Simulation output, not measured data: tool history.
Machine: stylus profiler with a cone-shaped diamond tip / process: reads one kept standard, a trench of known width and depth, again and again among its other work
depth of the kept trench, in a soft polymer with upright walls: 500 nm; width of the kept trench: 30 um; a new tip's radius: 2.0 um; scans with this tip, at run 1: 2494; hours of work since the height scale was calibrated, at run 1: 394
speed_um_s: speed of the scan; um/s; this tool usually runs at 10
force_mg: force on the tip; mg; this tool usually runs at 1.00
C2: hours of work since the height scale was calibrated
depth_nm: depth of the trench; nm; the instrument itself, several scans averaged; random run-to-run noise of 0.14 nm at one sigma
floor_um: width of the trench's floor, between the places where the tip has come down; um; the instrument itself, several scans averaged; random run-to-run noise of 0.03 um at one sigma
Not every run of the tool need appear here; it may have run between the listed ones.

Run 1, hour 0.0: usual settings; scans with this tip 2494; C2 394. Result: depth_nm 502.67 nm, floor_um 26.97 um.
Run 2, hour 20.4: usual settings; scans with this tip 2562; C2 405. Result: depth_nm 502.62 nm, floor_um 27.02 um.
Run 3, hour 50.4: usual settings; scans with this tip 2662; C2 421. Result: depth_nm 502.56 nm, floor_um 26.93 um.
Run 4, hour 75.1: usual settings but force_mg 0.85 mg; scans with this tip 2745; C2 434. Result: depth_nm 502.35 nm, floor_um 26.94 um.
Run 5, hour 92.8: usual settings but force_mg 0.66 mg; scans with this tip 2804; C2 443. Result: depth_nm 501.82 nm, floor_um 26.97 um.
Run 6, hour 114.3: usual settings but force_mg 0.66 mg; scans with this tip 2876; C2 454. Result: depth_nm 501.80 nm, floor_um 26.93 um.
Run 7, hour 150.9: usual settings but force_mg 0.66 mg; scans with this tip 2998; C2 474. Result: depth_nm 501.53 nm, floor_um 26.92 um.
Run 8, hour 182.4: usual settings but force_mg 0.47 mg; scans with this tip 3103; C2 490. Result: depth_nm 500.89 nm, floor_um 26.93 um.
Run 9, hour 202.9: usual settings but force_mg 2.40 mg; scans with this tip 3172; C2 501. Result: depth_nm 505.42 nm, floor_um 26.99 um.
Run 10, hour 238.3: usual settings but force_mg 2.40 mg; scans with this tip 3290; C2 520. Result: depth_nm 505.21 nm, floor_um 26.96 um.
Run 11, hour 260.7: usual settings but force_mg 2.40 mg; scans with this tip 3365; C2 532. Result: depth_nm 505.25 nm, floor_um 26.96 um.
Run 12, hour 293.9: usual settings but force_mg 2.40 mg; scans with this tip 3476; C2 549. Result: depth_nm 505.53 nm, floor_um 26.95 um.
Run 13, hour 319.0: usual settings; scans with this tip 3560; C2 562. Result: depth_nm 502.14 nm, floor_um 26.91 um.
Run 14, hour 336.5: usual settings but speed_um_s 4 um/s; scans with this tip 3618; C2 572. Result: depth_nm 502.09 nm, floor_um 26.92 um.
Run 15, hour 354.9: usual settings but speed_um_s 4 um/s; scans with this tip 3680; C2 581. Result: depth_nm 502.22 nm, floor_um 26.89 um.
Run 16, hour 382.6: usual settings but speed_um_s 15 um/s, force_mg 2.82 mg; scans with this tip 3772; C2 596. Result: depth_nm 505.76 nm, floor_um 26.90 um.
Run 17, hour 403.0: usual settings but speed_um_s 29 um/s, force_mg 1.64 mg; scans with this tip 3841; C2 607. Result: depth_nm 503.75 nm, floor_um 26.83 um.
Run 18, hour 434.1: usual settings but speed_um_s 5 um/s, force_mg 0.47 mg; scans with this tip 3944; C2 623. Result: depth_nm 500.59 nm, floor_um 26.89 um.
Run 19, hour 460.0: usual settings but speed_um_s 26 um/s, force_mg 1.17 mg; scans with this tip 4031; C2 637. Result: depth_nm 502.40 nm, floor_um 26.82 um.
Run 20, hour 490.8: usual settings but speed_um_s 16 um/s; scans with this tip 4134; C2 653. Result: depth_nm 502.32 nm, floor_um 26.86 um.
Run 21, hour 524.2: usual settings but speed_um_s 16 um/s; scans with this tip 4245; C2 671. Result: depth_nm 501.88 nm, floor_um 26.79 um.
Run 22, hour 556.5: usual settings but speed_um_s 16 um/s; scans with this tip 4353; C2 688. Result: depth_nm 502.18 nm, floor_um 26.82 um.
Run 23, hour 589.3: usual settings but speed_um_s 12 um/s, force_mg 0.34 mg; scans with this tip 4463; C2 705. Result: depth_nm 500.21 nm, floor_um 26.78 um.
Run 24, hour 611.3: usual settings but speed_um_s 4 um/s, force_mg 2.18 mg; scans with this tip 4536; C2 717. Result: depth_nm 504.19 nm, floor_um 26.86 um.
Run 25, hour 649.5: usual settings but speed_um_s 5 um/s, force_mg 0.61 mg; scans with this tip 4664; C2 737. Result: depth_nm 500.59 nm, floor_um 26.76 um.
Run 26, hour 686.5: usual settings but speed_um_s 6 um/s, force_mg 0.34 mg; scans with this tip 4788; C2 756. Result: depth_nm 499.78 nm, floor_um 26.75 um.
Run 27, hour 726.7: usual settings but speed_um_s 9 um/s, force_mg 2.10 mg; scans with this tip 4922; C2 778. Result: depth_nm 504.10 nm, floor_um 26.81 um.
Run 28, hour 762.0: usual settings but speed_um_s 5 um/s, force_mg 0.70 mg; scans with this tip 5040; C2 796. Result: depth_nm 501.06 nm, floor_um 26.75 um.
Run 29, hour 781.1: usual settings but speed_um_s 4 um/s, force_mg 0.96 mg; scans with this tip 5104; C2 806. Result: depth_nm 501.48 nm, floor_um 26.77 um.

Here are 4 independent what-if runs from the current tool condition. What would each one return?
At hour 808.6: height scale calibrated on a step standard.
Run A, hour 816.4: usual settings but speed_um_s 6 um/s; scans with this tip 5220; C2 4. Result: depth_nm ?, floor_um ?.
At hour 808.6: height scale calibrated on a step standard.
Run B, hour 816.4: usual settings but speed_um_s 14 um/s, force_mg 1.62 mg; scans with this tip 5220; C2 4. Result: depth_nm ?, floor_um ?.
At hour 808.6: height scale calibrated on a step standard.
Run C, hour 816.4: usual settings but speed_um_s 7 um/s, force_mg 1.52 mg; scans with this tip 5220; C2 4. Result: depth_nm ?, floor_um ?.
At hour 808.6: height scale calibrated on a step standard.
Run D, hour 816.4: usual settings but speed_um_s 7 um/s, force_mg 0.39 mg; scans with this tip 5220; C2 4. Result: depth_nm ?, floor_um ?.

run  depth_nm  floor_um
  A    503.84     26.80
  B    505.20     26.74
  C    505.24     26.81
  D    502.06     26.74
Had the tool no hidden state, the same runs would have come out as:
run  depth_nm  floor_um
  A    503.66     27.36
  B    505.01     27.29
  C    505.05     27.37
  D    501.88     27.29
